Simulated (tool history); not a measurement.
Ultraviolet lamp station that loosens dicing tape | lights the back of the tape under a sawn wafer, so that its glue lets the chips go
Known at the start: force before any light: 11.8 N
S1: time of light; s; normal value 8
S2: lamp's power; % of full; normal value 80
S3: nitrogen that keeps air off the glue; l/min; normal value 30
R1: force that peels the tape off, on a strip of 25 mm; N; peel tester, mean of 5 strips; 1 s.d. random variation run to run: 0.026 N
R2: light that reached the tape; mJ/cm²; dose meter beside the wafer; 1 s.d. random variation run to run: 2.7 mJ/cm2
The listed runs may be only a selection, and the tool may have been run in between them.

run	hour	S1	S2	S3	R1	R2
1	0	8	80	30	2.264	266
2	93.2	8	80	30	2.341	259
3	159	8	80	30	2.446	260
4	249.6	8	88	30	2.096	278
# hour 319.1: lamp changed
5	319.1	8	88	30	1.118	396
6	368.1	8	88	30	1.147	390
7	442.3	8	80	13	2.377	350
8	506.8	8	80	13	2.502	347
9	555.8	8	80	13	2.458	343
10	628.8	8	80	13	2.578	343
11	687.8	8	80	13	2.699	336
12	731.1	14	80	30	0.466	576
13	807.3	8	80	30	1.653	327
# hour 870.7: window cleaned of glue's vapour
14	877.4	8	80	30	1.598	331
15	928.5	8	80	30	1.522	334
16	1000.5	8	80	30	1.645	328
17	1064.9	8	80	30	1.673	327
18	1121.1	8	80	30	1.613	319
19	1170	8	80	30	1.727	315
20	1252.3	8	80	30	1.773	313
21	1313.9	8	80	30	1.859	303
22	1396	8	89	30	1.528	335
23	1470.8	8	80	10	3.625	292
24	1555	9	65	30	2.447	265
25	1641.5	9	65	30	2.358	257
26	1690.9	8	80	20	2.716	279
# hour 1736.8: window cleaned of glue's vapour
27	1743.1	8	80	20	2.515	292
28	1790	8	78	20	2.708	287
29	1838.2	13	78	38	0.693	451
30	1910.8	8	71	30	2.496	252
31	1978.3	8	98	16	2.32	340
32	2066.4	8	76	11	4.061	254
33	2104	5	79	46	3.594	167
34	2165.5	5	79	30	4.214	161
35	2255.7	8	91	30	1.988	291
36	2343.7	9	69	35	2.398	238
37	2396.9	5	74	11	6.463	141
38	2463.6	6	80	12	5.333	184
39	2512.2	5	63	19	6.451	117
40	2596.2	5	68	40	4.951	127
# hour 2605.1: window cleaned of glue's vapour
# hour 2663.2: lamp changed
41	2682.8	5	68	40	3.091	192
42	2729.1	9	98	14	1.227	498
43	2785.7	9	98	14	1.31	489
44	2863.1	9	98	14	1.284	483

Results per run with the tool's hidden condition removed, run-to-run variation unchanged:
Unlogged tool condition in this case: lamp's light, % of a new lamp's; light that the window lets through, % of a clean one's; drift of the gauge itself on peel_n, %; drift of the gauge itself on dose_mj_cm2, %.
run	R1	R2
1	1.259	368
2	1.258	367
3	1.284	372
4	1.008	408
5	1.031	411
6	1.038	408
7	2.161	372
8	2.231	373
9	2.162	372
10	2.218	378
11	2.287	374
12	0.354	648
13	1.268	374
14	1.306	367
15	1.218	373
16	1.279	373
17	1.27	376
18	1.195	372
19	1.257	370
20	1.253	375
21	1.281	368
22	0.992	413
23	2.68	368
24	1.589	340
25	1.485	336
26	1.715	369
27	1.673	373
28	1.796	370
29	0.368	588
30	1.562	334
31	1.357	458
32	2.725	351
33	2.316	231
34	2.816	227
35	0.967	420
36	1.193	353
37	4.793	212
38	3.533	280
39	4.625	181
40	3.071	199
41	2.993	197
42	1.143	516
43	1.192	512
44	1.133	513
